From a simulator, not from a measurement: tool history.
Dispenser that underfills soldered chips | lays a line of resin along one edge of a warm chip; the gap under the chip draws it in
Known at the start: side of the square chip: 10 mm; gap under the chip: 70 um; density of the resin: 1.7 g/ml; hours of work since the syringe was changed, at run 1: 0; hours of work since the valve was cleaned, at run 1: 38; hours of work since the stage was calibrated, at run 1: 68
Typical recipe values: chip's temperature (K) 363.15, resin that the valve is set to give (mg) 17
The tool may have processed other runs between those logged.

| run | day | chip's temperature (K) | resin that the valve is set to give (mg) | hours of work since the syringe was changed | hours of work since the valve was cleaned | hours of work since the stage was calibrated | time until the resin shows at the far edge (s) | resin that the valve gave (mg) |
|---|---|---|---|---|---|---|---|---|
| 1 | 0 | 363.15 | 17 | 0 | 38 | 68 | 132.6 | 16.69 |
|  | 0.229 | dispensing valve cleaned and set on the balance |
| 2 | 0.296 | 363.15 | 17 | 4 | 1 | 72 | 149.8 | 16.98 |
|  | 0.429 | new syringe of resin |
| 3 | 0.512 | 363.15 | 17 | 1 | 4 | 75 | 136.4 | 16.95 |
| 4 | 0.679 | 363.15 | 17 | 4 | 7 | 78 | 143.9 | 16.94 |
|  | 0.804 | new syringe of resin |
| 5 | 0.804 | 363.15 | 17 | 0 | 9 | 79 | 133.4 | 16.93 |
| 6 | 0.933 | 363.15 | 17 | 2 | 11 | 81 | 139.1 | 16.92 |
| 7 | 1.058 | 363.15 | 17 | 4 | 13 | 83 | 148.6 | 16.9 |
|  | 1.192 | new syringe of resin |
| 8 | 1.212 | 363.15 | 17 | 0 | 15 | 85 | 133.3 | 16.9 |
| 9 | 1.396 | 363.15 | 17 | 3 | 18 | 88 | 146.7 | 16.87 |
|  | 1.575 | new syringe of resin |
| 10 | 1.658 | 356.15 | 17 | 1 | 22 | 92 | 186.8 | 16.84 |
| 11 | 1.846 | 356.15 | 17 | 4 | 25 | 95 | 201.6 | 16.81 |

Forecast run 12:
|  | 1.954 | new syringe of resin |
| 12 | 1.988 | 363.15 | 19.3 | 1 | 27 | 97 | ? | ? |

Run 12 produced time until the resin shows at the far edge (s) 131.1, resin that the valve gave (mg) 19.07.
The same run, on a tool lacking any hidden state, would have yielded time until the resin shows at the far edge (s) 124.1, resin that the valve gave (mg) 19.29.
